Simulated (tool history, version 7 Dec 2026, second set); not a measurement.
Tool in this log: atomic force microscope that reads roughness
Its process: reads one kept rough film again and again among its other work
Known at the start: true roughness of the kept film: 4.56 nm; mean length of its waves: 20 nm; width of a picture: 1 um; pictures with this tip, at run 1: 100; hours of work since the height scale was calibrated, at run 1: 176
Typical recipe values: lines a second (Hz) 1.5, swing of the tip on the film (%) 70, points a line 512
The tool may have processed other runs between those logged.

run	hour	lines a second (Hz)	swing of the tip on the film (%)	points a line	pictures with this tip	hours of work since the height scale was calibrated	roughness of the kept film (nm (root mean square))
1	0	1.5	70	512	100	176	1.809
# hour 2.1: new tip fitted
2	22.8	1.5	70	512	26	188	2.492
3	36.9	1.5	70	512	43	196	2.285
4	61.8	1.5	70	600	73	211	1.993
5	76.1	3.62	70	600	91	219	1.749
# hour 85.9: new tip fitted
6	102.6	3.62	70	600	20	233	2.496
7	114.8	1.5	70	439	35	240	2.408
8	140.7	1.5	70	512	67	255	2.046
9	157.2	1.5	70	512	87	264	1.858
# hour 171.9: new tip fitted
10	178.7	1.28	70	512	8	276	2.878
11	200.9	1.28	70	554	35	289	2.479
12	216.4	1.5	70	512	54	297	2.257
13	235.9	1.5	70	512	78	308	2.01
14	247.9	1.5	70	512	92	315	1.906
# hour 256.6: new tip fitted
15	259.5	1.5	70	512	4	322	2.882
16	275.7	1.62	70	512	24	331	2.574
# hour 278.7: height scale calibrated on a step standard
17	295.6	1.91	70	512	47	10	2.216
18	321	1.91	70	512	78	24	1.944
19	338.7	3.21	70	512	100	34	1.702
# hour 341.7: new tip fitted
20	358.6	3.21	70	512	21	45	2.512
# hour 367: height scale calibrated on a step standard, once more
21	383.1	0.53	58	422	50	9	2.311
22	396.8	2.18	81	422	67	17	1.944
23	408.3	0.62	70	404	81	23	1.977
24	423.5	0.62	65	658	99	32	1.902
# hour 426.5: new tip fitted
25	438.8	0.7	61	507	15	40	2.745
26	457.3	0.7	61	507	38	51	2.433
27	470.4	0.7	61	507	54	58	2.275
28	488.6	1.5	64	512	76	69	2.028
# hour 510.5: new tip fitted
29	512.3	1.5	64	512	2	82	2.934
30	537.3	1.5	85	512	33	96	2.318
31	557.3	1.5	85	512	58	107	2.054
32	584.4	0.59	85	480	91	123	1.861
# hour 595.1: new tip fitted
33	598.9	2.51	58	286	5	130	2.845
34	625.3	0.57	58	450	37	145	2.468
35	640.9	2.72	57	681	56	154	2.209
36	667.5	3.44	70	948	89	169	1.81
# hour 679.2: new tip fitted
37	679.2	1.44	85	369	0	176	2.809

Each run again, without the hidden state but with its own random variation kept:
Hidden state present: radius of the tip, nm; height scale over the true one, %; drift of the gauge itself on roughness_nm, %.
run	roughness of the kept film (nm (root mean square))
1	2.98
2	2.985
3	2.996
4	2.98
5	2.813
6	2.82
7	2.964
8	2.98
9	2.962
10	3.01
11	3
12	2.998
13	2.974
14	2.97
15	2.979
16	3.006
17	2.931
18	2.958
19	2.837
20	2.852
21	3.094
22	2.795
23	3.039
24	3.111
25	3.058
26	3.076
27	3.087
28	3.036
29	3.031
30	2.852
31	2.859
32	2.998
33	2.94
34	3.07
35	3.021
36	2.815
37	2.817
